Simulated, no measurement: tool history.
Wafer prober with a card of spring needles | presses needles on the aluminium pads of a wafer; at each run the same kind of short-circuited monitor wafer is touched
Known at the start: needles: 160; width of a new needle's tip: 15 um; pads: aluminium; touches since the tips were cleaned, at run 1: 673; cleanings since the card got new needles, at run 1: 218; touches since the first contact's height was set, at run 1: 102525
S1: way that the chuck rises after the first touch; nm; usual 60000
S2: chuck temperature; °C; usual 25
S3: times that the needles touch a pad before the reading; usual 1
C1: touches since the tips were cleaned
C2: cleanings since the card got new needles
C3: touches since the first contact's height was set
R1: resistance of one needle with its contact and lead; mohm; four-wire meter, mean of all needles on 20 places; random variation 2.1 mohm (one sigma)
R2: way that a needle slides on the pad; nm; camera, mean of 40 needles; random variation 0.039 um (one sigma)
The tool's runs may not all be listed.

run   hour     S1  S2  S3    C1   C2      C3   R1     R2
  1    0.0  60000  25   1   673  218  102525  252  12510
       7.3  -- tips cleaned on abrasive film
      14.5  -- tips cleaned on abrasive film
      21.8  -- tips cleaned on abrasive film
  2   26.8  60000  25   1  1965  221  112920  267  12580
      30.5  -- tips cleaned on abrasive film
      37.8  -- tips cleaned on abrasive film
      45.0  -- tips cleaned on abrasive film
  3   48.9  60000  25   2  1518  224  121463  250  12440
      52.6  -- tips cleaned on abrasive film
      61.6  -- tips cleaned on abrasive film
  4   67.9  60000  25   2  2450  226  128829  260  12420
      69.8  -- tips cleaned on abrasive film
      77.1  -- tips cleaned on abrasive film
      86.1  -- tips cleaned on abrasive film
      93.4  -- tips cleaned on abrasive film
     100.6  -- tips cleaned on abrasive film
  5  106.0  60000  25   1  2083  231  143556  276  12410
     109.6  -- tips cleaned on abrasive film
     117.1  -- height of the first contact set anew
     119.0  -- tips cleaned on abrasive film
  6  124.6  60000  25   1  2200  233    2903  272  12900
     126.5  -- tips cleaned on abrasive film
     135.6  -- tips cleaned on abrasive film
     142.8  -- tips cleaned on abrasive film
  7  147.0  60000  25   1  1631  236   11562  269  12950
     150.7  -- tips cleaned on abrasive film
     158.0  -- tips cleaned on abrasive film
     165.2  -- tips cleaned on abrasive film
     174.3  -- tips cleaned on abrasive film
  8  175.3  60000  25   1   388  240   22487  246  12840
     182.5  -- tips cleaned on abrasive film
     189.8  -- tips cleaned on abrasive film
     197.1  -- tips cleaned on abrasive film
  9  199.9  60000  25   1  1091  243   32008  253  12820
     205.3  -- tips cleaned on abrasive film
     212.6  -- tips cleaned on abrasive film
     219.9  -- tips cleaned on abrasive film
     227.1  -- tips cleaned on abrasive film
 10  233.4  60000  93   1  2473  247   45017  288  12760
     235.3  -- tips cleaned on abrasive film
     244.4  -- tips cleaned on abrasive film
     251.7  -- tips cleaned on abrasive film
 11  256.7  60000  93   1  1991  250   54032  290  12680
     260.4  -- tips cleaned on abrasive film
     269.5  -- tips cleaned on abrasive film
     276.7  -- tips cleaned on abrasive film
 12  282.8  53000  96   2  2357  253   64116  279  11220
     284.7  -- tips cleaned on abrasive film
     293.7  -- tips cleaned on abrasive film
     301.0  -- tips cleaned on abrasive film
     309.4  -- tips cleaned on abrasive film
 13  309.4  53000  96   2     0  257   74413  254  11150
     318.5  -- tips cleaned on abrasive film
     327.5  -- tips cleaned on abrasive film
     336.6  -- tips cleaned on abrasive film
     345.7  -- tips cleaned on abrasive film
 14  346.5  49000  31   2   314  261   88774  249  10190
     353.7  -- tips cleaned on abrasive film
     361.0  -- tips cleaned on abrasive film
     368.3  -- tips cleaned on abrasive film
     375.5  -- tips cleaned on abrasive film
     384.6  -- tips cleaned on abrasive film
 15  385.7  49000  31   2   439  266  103964  249  10110
     393.0  -- tips cleaned on abrasive film
     402.0  -- tips cleaned on abrasive film
     411.1  -- tips cleaned on abrasive film
     420.2  -- tips cleaned on abrasive film
 16  422.5  46000  25   2   930  270  118241  263   9430
     428.0  -- tips cleaned on abrasive film
     435.3  -- tips cleaned on abrasive film
     442.5  -- tips cleaned on abrasive film
     451.6  -- tips cleaned on abrasive film
     458.9  -- tips cleaned on abrasive film
 17  465.6  45000  53   2  2634  275  134926  297   9110
     467.5  -- tips cleaned on abrasive film
     474.7  -- tips cleaned on abrasive film
     482.0  -- tips cleaned on abrasive film
     491.1  -- tips cleaned on abrasive film
     498.5  -- height of the first contact set anew
     500.4  -- tips cleaned on abrasive film
 18  505.6  49000  25   2  2040  280    2743  271  10570
     509.3  -- tips cleaned on abrasive film
     516.6  -- tips cleaned on abrasive film
     523.8  -- tips cleaned on abrasive film
 19  526.6  49000  25   2  1089  283   10857  262  10600
     532.1  -- tips cleaned on abrasive film
     541.2  -- tips cleaned on abrasive film
     550.2  -- tips cleaned on abrasive film
     558.8  -- tips cleaned on abrasive film
 20  558.8  60000  73   1     0  287   23304  247  12810
     566.0  -- tips cleaned on abrasive film
     573.3  -- tips cleaned on abrasive film
 21  580.0  60000  73   1  2640  289   31564  291  12880
     581.9  -- tips cleaned on abrasive film
     589.2  -- tips cleaned on abrasive film
     596.5  -- tips cleaned on abrasive film
     605.5  -- tips cleaned on abrasive film
     614.6  -- tips cleaned on abrasive film
     621.9  -- tips cleaned on abrasive film
 22  625.2  41000  73   1  1319  295   49039  310   8630

Forecast each of these 3 alternatives for the next run:
     630.7  -- tips cleaned on abrasive film
     638.0  -- tips cleaned on abrasive film
     645.2  -- tips cleaned on abrasive film
     652.5  -- tips cleaned on abrasive film
     661.6  -- tips cleaned on abrasive film
     668.8  -- tips cleaned on abrasive film
  A  668.9  41000  85   1  23  301  65920   ?   ?
     630.7  -- tips cleaned on abrasive film
     638.0  -- tips cleaned on abrasive film
     645.2  -- tips cleaned on abrasive film
     652.5  -- tips cleaned on abrasive film
     661.6  -- tips cleaned on abrasive film
     668.8  -- tips cleaned on abrasive film
  B  668.9  41000  25   2  23  301  65920   ?   ?
     630.7  -- tips cleaned on abrasive film
     638.0  -- tips cleaned on abrasive film
     645.2  -- tips cleaned on abrasive film
     652.5  -- tips cleaned on abrasive film
     661.6  -- tips cleaned on abrasive film
     668.8  -- tips cleaned on abrasive film
  C  668.9  48000  83   1  23  301  65920   ?   ?

run   R1     R2
  A  262   8570
  B  245   8580
  C  260  10080
Without the tool's hidden state the same runs would have given:
run   R1     R2
  A  245   8860
  B  233   8880
  C  247  10380
